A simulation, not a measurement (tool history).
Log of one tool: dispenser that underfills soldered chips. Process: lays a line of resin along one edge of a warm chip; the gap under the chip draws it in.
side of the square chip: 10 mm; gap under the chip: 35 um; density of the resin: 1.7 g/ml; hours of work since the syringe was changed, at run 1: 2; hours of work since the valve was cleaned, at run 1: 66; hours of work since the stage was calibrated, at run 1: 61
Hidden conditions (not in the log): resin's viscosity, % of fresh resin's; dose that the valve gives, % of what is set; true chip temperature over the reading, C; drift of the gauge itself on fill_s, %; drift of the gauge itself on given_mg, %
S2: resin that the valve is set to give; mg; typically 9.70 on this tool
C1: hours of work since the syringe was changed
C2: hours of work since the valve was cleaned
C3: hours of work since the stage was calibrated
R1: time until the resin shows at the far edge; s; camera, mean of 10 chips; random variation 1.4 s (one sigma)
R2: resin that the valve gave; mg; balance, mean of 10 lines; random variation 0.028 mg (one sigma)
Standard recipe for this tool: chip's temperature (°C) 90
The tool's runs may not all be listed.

Run 1, hour 0.0: usual settings; C1 2; C2 66; C3 61. Result: R1 146.3 s, R2 9.49 mg.
At hour 5.5: new syringe of resin.
Run 2, hour 6.9: usual settings; C1 1; C2 71; C3 65. Result: R1 143.6 s, R2 9.46 mg.
At hour 13.4: new syringe of resin.
At hour 14.4: dispensing valve cleaned and set on the balance.
Run 3, hour 15.3: usual settings but S2 12.31 mg; C1 1; C2 1; C3 71. Result: R1 139.4 s, R2 12.37 mg.
Run 4, hour 21.0: usual settings but chip's temperature (°C) 85; C1 5; C2 5; C3 75. Result: R1 213.6 s, R2 9.69 mg.
At hour 22.1: new syringe of resin.
At hour 29.6: new syringe of resin.
Run 5, hour 29.8: usual settings but chip's temperature (°C) 85; C1 0; C2 11; C3 81. Result: R1 175.8 s, R2 9.72 mg.
At hour 37.9: new syringe of resin.
Run 6, hour 41.7: usual settings but S2 11.57 mg; C1 3; C2 19; C3 89. Result: R1 154.7 s, R2 11.52 mg.
At hour 45.8: new syringe of resin.
At hour 53.4: new syringe of resin.
Run 7, hour 54.0: usual settings but S2 11.57 mg; C1 0; C2 27; C3 97. Result: R1 136.5 s, R2 11.52 mg.
At hour 61.8: new syringe of resin.
Run 8, hour 64.0: usual settings but S2 11.57 mg; C1 2; C2 34; C3 104. Result: R1 147.6 s, R2 11.47 mg.
At hour 69.4: new syringe of resin.
Run 9, hour 73.4: usual settings; C1 3; C2 41; C3 111. Result: R1 154.9 s, R2 9.59 mg.
At hour 77.1: new syringe of resin.
Run 10, hour 83.2: usual settings; C1 4; C2 48; C3 118. Result: R1 167.2 s, R2 9.59 mg.
At hour 84.7: new syringe of resin.
At hour 92.5: new syringe of resin.
Run 11, hour 95.8: usual settings; C1 2; C2 57; C3 126. Result: R1 152.8 s, R2 9.58 mg.
At hour 100.1: new syringe of resin.
Run 12, hour 106.2: usual settings; C1 4; C2 64; C3 134. Result: R1 171.7 s, R2 9.49 mg.
At hour 107.7: new syringe of resin.
At hour 115.3: new syringe of resin.
Run 13, hour 115.8: usual settings but chip's temperature (°C) 79; C1 0; C2 70; C3 140. Result: R1 242.4 s, R2 9.53 mg.
At hour 123.0: new syringe of resin.
At hour 124.0: dispensing valve cleaned and set on the balance.
Run 14, hour 125.0: usual settings; C1 1; C2 1; C3 146. Result: R1 144.3 s, R2 9.70 mg.
At hour 132.1: new syringe of resin.
Run 15, hour 136.3: usual settings but chip's temperature (°C) 95; C1 3; C2 9; C3 154. Result: R1 123.7 s, R2 9.65 mg.
At hour 139.9: new syringe of resin.
Run 16, hour 146.0: usual settings but chip's temperature (°C) 95; C1 4; C2 15; C3 161. Result: R1 132.8 s, R2 9.61 mg.
At hour 147.5: new syringe of resin.
At hour 155.6: new syringe of resin.
Run 17, hour 156.0: usual settings but chip's temperature (°C) 95; C1 0; C2 22; C3 167. Result: R1 112.6 s, R2 9.61 mg.
At hour 163.4: new syringe of resin.
Run 18, hour 165.9: usual settings but chip's temperature (°C) 84, S2 10.78 mg; C1 2; C2 29; C3 174. Result: R1 203.4 s, R2 10.68 mg.
At hour 171.1: new syringe of resin.
At hour 179.0: new syringe of resin.
Run 19, hour 179.0: usual settings but chip's temperature (°C) 91, S2 10.32 mg; C1 0; C2 38; C3 183. Result: R1 133.2 s, R2 10.17 mg.
At hour 186.6: new syringe of resin.
Run 20, hour 190.0: usual settings but chip's temperature (°C) 91, S2 10.32 mg; C1 2; C2 46; C3 191. Result: R1 144.4 s, R2 10.18 mg.
At hour 194.2: new syringe of resin.
Run 21, hour 197.8: usual settings but chip's temperature (°C) 91, S2 10.32 mg; C1 3; C2 51; C3 196. Result: R1 152.8 s, R2 10.16 mg.
At hour 202.1: new syringe of resin.
Run 22, hour 204.5: usual settings but chip's temperature (°C) 91, S2 10.32 mg; C1 2; C2 56; C3 201. Result: R1 145.7 s, R2 10.15 mg.
At hour 210.1: new syringe of resin.
Run 23, hour 212.6: usual settings but chip's temperature (°C) 100, S2 10.51 mg; C1 2; C2 61; C3 207. Result: R1 94.4 s, R2 10.29 mg.
At hour 217.5: new syringe of resin.
Run 24, hour 223.8: usual settings but chip's temperature (°C) 101, S2 10.61 mg; C1 5; C2 69; C3 215. Result: R1 98.5 s, R2 10.34 mg.
At hour 225.4: new syringe of resin.
At hour 233.1: dispensing valve cleaned and set on the balance.
At hour 234.0: new syringe of resin.
Run 25, hour 236.9: usual settings but chip's temperature (°C) 101, S2 10.61 mg; C1 2; C2 3; C3 223. Result: R1 87.2 s, R2 10.65 mg.
At hour 242.4: new syringe of resin.
Run 26, hour 244.0: usual settings but chip's temperature (°C) 101, S2 10.61 mg; C1 1; C2 7; C3 228. Result: R1 87.4 s, R2 10.57 mg.
At hour 250.5: new syringe of resin.
Run 27, hour 252.6: usual settings but chip's temperature (°C) 83, S2 11.28 mg; C1 2; C2 13; C3 234. Result: R1 213.7 s, R2 11.18 mg.
At hour 258.3: new syringe of resin.
Run 28, hour 258.8: usual settings but chip's temperature (°C) 83, S2 9.95 mg; C1 0; C2 18; C3 238. Result: R1 214.5 s, R2 9.87 mg.
At hour 265.9: new syringe of resin.
Run 29, hour 265.9: usual settings but chip's temperature (°C) 83, S2 9.95 mg; C1 0; C2 23; C3 243. Result: R1 198.1 s, R2 9.80 mg.
At hour 273.6: new syringe of resin.
Run 30, hour 278.4: usual settings; C1 3; C2 31; C3 252. Result: R1 166.8 s, R2 9.59 mg.
At hour 281.7: new syringe of resin.
At hour 289.2: new syringe of resin.
Run 31, hour 291.0: usual settings but chip's temperature (°C) 98, S2 10.48 mg; C1 1; C2 40; C3 260. Result: R1 100.9 s, R2 10.32 mg.
At hour 296.8: new syringe of resin.
Run 32, hour 300.8: usual settings but chip's temperature (°C) 95, S2 8.66 mg; C1 3; C2 47; C3 267. Result: R1 130.6 s, R2 8.54 mg.
At hour 304.8: new syringe of resin.
At hour 313.2: new syringe of resin.
Run 33, hour 314.1: usual settings but chip's temperature (°C) 99, S2 9.10 mg; C1 1; C2 56; C3 276. Result: R1 97.3 s, R2 8.86 mg.

Selected run-to-run steps in R1, each split into two signed amounts: the part the tool would show with no hidden state at all (from settings, incoming material and random variation), and the remainder, which goes to the hidden state together with any gauge scatter not common to the measured and the hidden-state-free results:
Run 3 -> 4: chip's temperature (°C) 90 -> 85, S2 12.31 -> 9.70. R1 +74.2 s: hidden state +36.8, all else +37.4.
Run 4 -> 5: new syringe of resin, new syringe of resin. R1 -37.8 s: hidden state -40.1, all else +2.3.
Run 12 -> 13: chip's temperature (°C) 90 -> 79, new syringe of resin, new syringe of resin. R1 +70.7 s: hidden state -30.4, all else +101.1.
Run 13 -> 14: chip's temperature (°C) 79 -> 90, new syringe of resin, dispensing valve cleaned and set on the balance. R1 -98.1 s: hidden state +1.7, all else -99.8.
Run 17 -> 18: chip's temperature (°C) 95 -> 84, S2 9.70 -> 10.78, new syringe of resin. R1 +90.8 s: hidden state +17.3, all else +73.5.
Run 26 -> 27: chip's temperature (°C) 101 -> 83, S2 10.61 -> 11.28, new syringe of resin. R1 +126.3 s: hidden state +16.0, all else +110.3.

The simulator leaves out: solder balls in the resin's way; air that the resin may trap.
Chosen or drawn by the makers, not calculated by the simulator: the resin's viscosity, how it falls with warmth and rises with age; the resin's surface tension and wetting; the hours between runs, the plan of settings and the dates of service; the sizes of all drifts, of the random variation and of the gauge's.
